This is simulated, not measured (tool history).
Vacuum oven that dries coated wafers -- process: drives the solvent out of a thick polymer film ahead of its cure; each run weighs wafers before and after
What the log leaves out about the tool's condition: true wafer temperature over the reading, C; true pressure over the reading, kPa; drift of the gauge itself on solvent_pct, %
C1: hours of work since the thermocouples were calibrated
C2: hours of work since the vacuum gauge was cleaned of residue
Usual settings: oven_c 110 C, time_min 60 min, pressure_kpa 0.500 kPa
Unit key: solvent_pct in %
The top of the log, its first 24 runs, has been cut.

{"run": 25, "hour": 417.3, "oven_c": 109, "time_min": 53, "pressure_kpa": 0.289, "C1": 759, "C2": 276, "solvent_pct": 2.6}
{"run": 26, "hour": 435.3, "oven_c": 109, "time_min": 53, "pressure_kpa": 0.289, "C1": 769, "C2": 286, "solvent_pct": 2.61}
{"run": 27, "hour": 457.2, "oven_c": 109, "time_min": 53, "pressure_kpa": 0.289, "C1": 781, "C2": 298, "solvent_pct": 2.59}
{"run": 28, "hour": 480.4, "oven_c": 109, "time_min": 53, "pressure_kpa": 0.289, "C1": 794, "C2": 310, "solvent_pct": 2.62}
{"run": 29, "hour": 493.8, "oven_c": 109, "time_min": 53, "pressure_kpa": 0.289, "C1": 801, "C2": 318, "solvent_pct": 2.61}
{"run": 30, "hour": 513.9, "oven_c": 109, "time_min": 53, "pressure_kpa": 0.289, "C1": 812, "C2": 329, "solvent_pct": 2.56}
{"run": 31, "hour": 528.6, "oven_c": 109, "time_min": 53, "pressure_kpa": 0.289, "C1": 820, "C2": 337, "solvent_pct": 2.63}
{"run": 32, "hour": 539.8, "oven_c": 105, "time_min": 91, "pressure_kpa": 0.274, "C1": 826, "C2": 343, "solvent_pct": 1.38}
{"run": 33, "hour": 560.2, "oven_c": 105, "time_min": 91, "pressure_kpa": 0.288, "C1": 837, "C2": 354, "solvent_pct": 1.39}
{"run": 34, "hour": 569.7, "oven_c": 108, "time_min": 94, "pressure_kpa": 0.398, "C1": 842, "C2": 359, "solvent_pct": 1.1}
{"run": 35, "hour": 582.4, "oven_c": 111, "time_min": 105, "pressure_kpa": 0.382, "C1": 849, "C2": 366, "solvent_pct": 0.65}
{"run": 36, "hour": 601.1, "oven_c": 125, "time_min": 105, "pressure_kpa": 0.382, "C1": 859, "C2": 376, "solvent_pct": 0.19}
{"run": 37, "hour": 614.5, "oven_c": 125, "time_min": 105, "pressure_kpa": 0.382, "C1": 867, "C2": 384, "solvent_pct": 0.19}
{"run": 38, "hour": 627.3, "oven_c": 125, "time_min": 105, "pressure_kpa": 0.382, "C1": 874, "C2": 391, "solvent_pct": 0.22}
{"run": 39, "hour": 639.3, "oven_c": 125, "time_min": 105, "pressure_kpa": 0.382, "C1": 880, "C2": 397, "solvent_pct": 0.19}
{"run": 40, "hour": 662.5, "oven_c": 110, "time_min": 89, "pressure_kpa": 0.374, "C1": 893, "C2": 410, "solvent_pct": 1.0}
{"run": 41, "hour": 684.0, "oven_c": 114, "time_min": 92, "pressure_kpa": 0.374, "C1": 905, "C2": 421, "solvent_pct": 0.66}

Run 42 has not been measured yet. What should we expect?
{"run": 42, "hour": 697.8, "oven_c": 109, "time_min": 61, "pressure_kpa": 0.562, "C1": 912, "C2": 429, "solvent_pct": "?"}

solvent_pct: 2.24 %
With no hidden state in the tool, this same run would have given solvent_pct 2.46 %.
